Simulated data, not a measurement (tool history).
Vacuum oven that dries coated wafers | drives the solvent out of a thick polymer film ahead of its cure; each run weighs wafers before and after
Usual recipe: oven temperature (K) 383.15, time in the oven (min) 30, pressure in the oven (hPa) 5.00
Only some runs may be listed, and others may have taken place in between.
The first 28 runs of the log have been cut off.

run 29 day=14.429 | oven_temperature_(K)=383.15 time_in_the_oven_(min)=23 pressure_in_the_oven_(hPa)=9.36 | solvent_left_in_the_film_(%)=3.34
run 30 day=14.754 | oven_temperature_(K)=370.15 time_in_the_oven_(min)=30 pressure_in_the_oven_(hPa)=5.00 | solvent_left_in_the_film_(%)=4.78
run 31 day=15.129 | oven_temperature_(K)=370.15 time_in_the_oven_(min)=30 pressure_in_the_oven_(hPa)=5.00 | solvent_left_in_the_film_(%)=4.77
run 32 day=15.671 | oven_temperature_(K)=370.15 time_in_the_oven_(min)=30 pressure_in_the_oven_(hPa)=5.00 | solvent_left_in_the_film_(%)=4.72
run 33 day=16.108 | oven_temperature_(K)=371.15 time_in_the_oven_(min)=30 pressure_in_the_oven_(hPa)=5.00 | solvent_left_in_the_film_(%)=4.42
run 34 day=16.417 | oven_temperature_(K)=371.15 time_in_the_oven_(min)=30 pressure_in_the_oven_(hPa)=5.00 | solvent_left_in_the_film_(%)=4.50
run 35 day=17.021 | oven_temperature_(K)=397.15 time_in_the_oven_(min)=33 pressure_in_the_oven_(hPa)=7.44 | solvent_left_in_the_film_(%)=0.68
run 36 day=17.579 | oven_temperature_(K)=397.15 time_in_the_oven_(min)=33 pressure_in_the_oven_(hPa)=7.44 | solvent_left_in_the_film_(%)=0.62
run 37 day=18.129 | oven_temperature_(K)=397.15 time_in_the_oven_(min)=33 pressure_in_the_oven_(hPa)=7.44 | solvent_left_in_the_film_(%)=0.60
run 38 day=18.696 | oven_temperature_(K)=395.15 time_in_the_oven_(min)=30 pressure_in_the_oven_(hPa)=7.36 | solvent_left_in_the_film_(%)=0.82
run 39 day=19.250 | oven_temperature_(K)=395.15 time_in_the_oven_(min)=30 pressure_in_the_oven_(hPa)=7.36 | solvent_left_in_the_film_(%)=0.82
run 40 day=19.854 | oven_temperature_(K)=395.15 time_in_the_oven_(min)=30 pressure_in_the_oven_(hPa)=7.36 | solvent_left_in_the_film_(%)=0.84
run 41 day=20.354 | oven_temperature_(K)=377.15 time_in_the_oven_(min)=44 pressure_in_the_oven_(hPa)=5.00 | solvent_left_in_the_film_(%)=1.61
run 42 day=20.667 | oven_temperature_(K)=388.15 time_in_the_oven_(min)=30 pressure_in_the_oven_(hPa)=5.00 | solvent_left_in_the_film_(%)=1.16

Consider 4 possible next runs. They are alternatives, not a sequence: every one starts from the tool as it was left by run 42. What does each give?
run A day=21.004 | oven_temperature_(K)=384.15 time_in_the_oven_(min)=30 pressure_in_the_oven_(hPa)=7.93 | solvent_left_in_the_film_(%)=?
run B day=21.004 | oven_temperature_(K)=393.15 time_in_the_oven_(min)=15 pressure_in_the_oven_(hPa)=5.00 | solvent_left_in_the_film_(%)=?
run C day=21.004 | oven_temperature_(K)=386.15 time_in_the_oven_(min)=20 pressure_in_the_oven_(hPa)=18.61 | solvent_left_in_the_film_(%)=?
run D day=21.004 | oven_temperature_(K)=373.15 time_in_the_oven_(min)=20 pressure_in_the_oven_(hPa)=8.40 | solvent_left_in_the_film_(%)=?

run=A solvent_left_in_the_film_(%)=2.02
run=B solvent_left_in_the_film_(%)=2.96
run=C solvent_left_in_the_film_(%)=4.11
run=D solvent_left_in_the_film_(%)=6.64
Without the tool's hidden state the same runs would have given:
run=A solvent_left_in_the_film_(%)=1.99
run=B solvent_left_in_the_film_(%)=2.95
run=C solvent_left_in_the_film_(%)=4.10
run=D solvent_left_in_the_film_(%)=6.62
